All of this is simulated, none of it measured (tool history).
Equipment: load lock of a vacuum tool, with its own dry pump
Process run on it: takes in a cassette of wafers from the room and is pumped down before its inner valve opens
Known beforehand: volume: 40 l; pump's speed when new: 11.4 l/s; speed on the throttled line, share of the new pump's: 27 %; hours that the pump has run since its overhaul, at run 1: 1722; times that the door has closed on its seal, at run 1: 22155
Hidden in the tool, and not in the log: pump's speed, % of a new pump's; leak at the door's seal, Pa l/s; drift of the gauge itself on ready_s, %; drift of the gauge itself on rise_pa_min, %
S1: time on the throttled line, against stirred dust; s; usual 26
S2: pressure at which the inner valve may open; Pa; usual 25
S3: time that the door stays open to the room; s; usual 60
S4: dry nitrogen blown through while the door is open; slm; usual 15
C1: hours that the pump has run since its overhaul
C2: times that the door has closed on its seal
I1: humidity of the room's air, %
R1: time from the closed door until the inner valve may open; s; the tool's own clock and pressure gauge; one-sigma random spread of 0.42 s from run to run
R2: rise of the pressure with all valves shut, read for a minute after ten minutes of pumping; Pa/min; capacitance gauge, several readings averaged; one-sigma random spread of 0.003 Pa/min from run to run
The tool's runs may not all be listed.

run,hour,S1,S2,S3,S4,C1,C2,I1,R1,R2
1,0,26,25,60,15,1722,22155,44.4,48.9,0.722
2,45.5,26,25,60,15,1768,22357,45,47.6,0.712
3,107.5,26,25,60,15,1830,22633,46.3,48.7,0.736
# hour 178.3: door's seal changed, seat wiped
4,193.8,26,25,60,15,1915,69,46.4,48.9,0.029
5,266.2,26,25,60,15,1987,392,44.9,48.6,0.036
6,339.5,26,25,60,15,2060,718,46.8,49.3,0.042
7,379,26,25,60,15,2100,894,44.8,49.1,0.032
8,439.9,26,25,60,15,2161,1165,47.5,49.4,0.039
9,488.1,26,25,30,15,2209,1379,42.4,48.5,0.03
10,571,26,25,60,15,2292,1748,45.3,48.6,0.043
11,660.1,26,25,60,15,2381,2145,42.3,48.7,0.052
12,703.7,26,25,60,22,2424,2339,49.9,49.2,0.056
13,783.5,26,25,60,22,2504,2694,45.9,48.7,0.056
14,867.4,26,25,60,20,2588,3067,44,48.9,0.055
15,938.7,26,25,60,31,2659,3384,45.1,49.1,0.06
16,990.8,26,25,60,15,2712,3616,48.2,48.5,0.071
17,1061.3,26,25,60,15,2782,3930,44.5,49.2,0.077
18,1132.4,26,25,60,5,2853,4246,43.6,48.8,0.094
19,1186.3,26,20,86,15,2907,4487,46.2,49.6,0.097
20,1249.4,26,20,86,15,2970,4767,42.4,49.7,0.093
21,1298.2,26,21,60,17,3019,4984,42.2,49.2,0.091
22,1365.1,26,21,60,17,3086,5282,47.2,49.7,0.096
23,1415.4,26,39,60,15,3136,5506,44.6,47.5,0.1
24,1506.1,26,39,60,41,3227,5910,44.8,47.1,0.1
25,1555.2,25,24,28,41,3276,6128,42.1,48.8,0.098
26,1598.1,25,24,28,41,3319,6319,45.2,48.5,0.106
27,1649.3,27,22,46,29,3370,6547,43.9,50,0.119
28,1729.8,52,39,36,4,3451,6905,44.8,65.3,0.13
29,1797.7,14,20,117,19,3518,7207,44.4,41.5,0.146
30,1851.3,14,20,117,19,3572,7446,43.9,41.1,0.155
31,1912.8,26,36,60,15,3634,7720,43.1,48.4,0.141
32,1956.2,26,36,60,15,3677,7913,45.5,47.8,0.152

Branching from run 32: 5 alternative next runs. What would each branch give?
A,2019.4,26,20,217,7,3740,8194,45.7,?,?
B,2019.4,26,36,60,9,3740,8194,45.5,?,?
C,2019.4,27,36,36,11,3740,8194,45.1,?,?
D,2019.4,23,47,59,15,3740,8194,46.6,?,?
E,2019.4,20,25,60,7,3740,8194,44,?,?

run,R1,R2
A,49.9,0.233
B,47.9,0.16
C,48.5,0.15
D,44,0.157
E,44.8,0.163
Take away the tool's hidden state, keep each run's random variation, and the runs would have read:
run,R1,R2
A,49,0.104
B,47,0.034
C,47.6,0.023
D,43.2,0.03
E,43.8,0.036
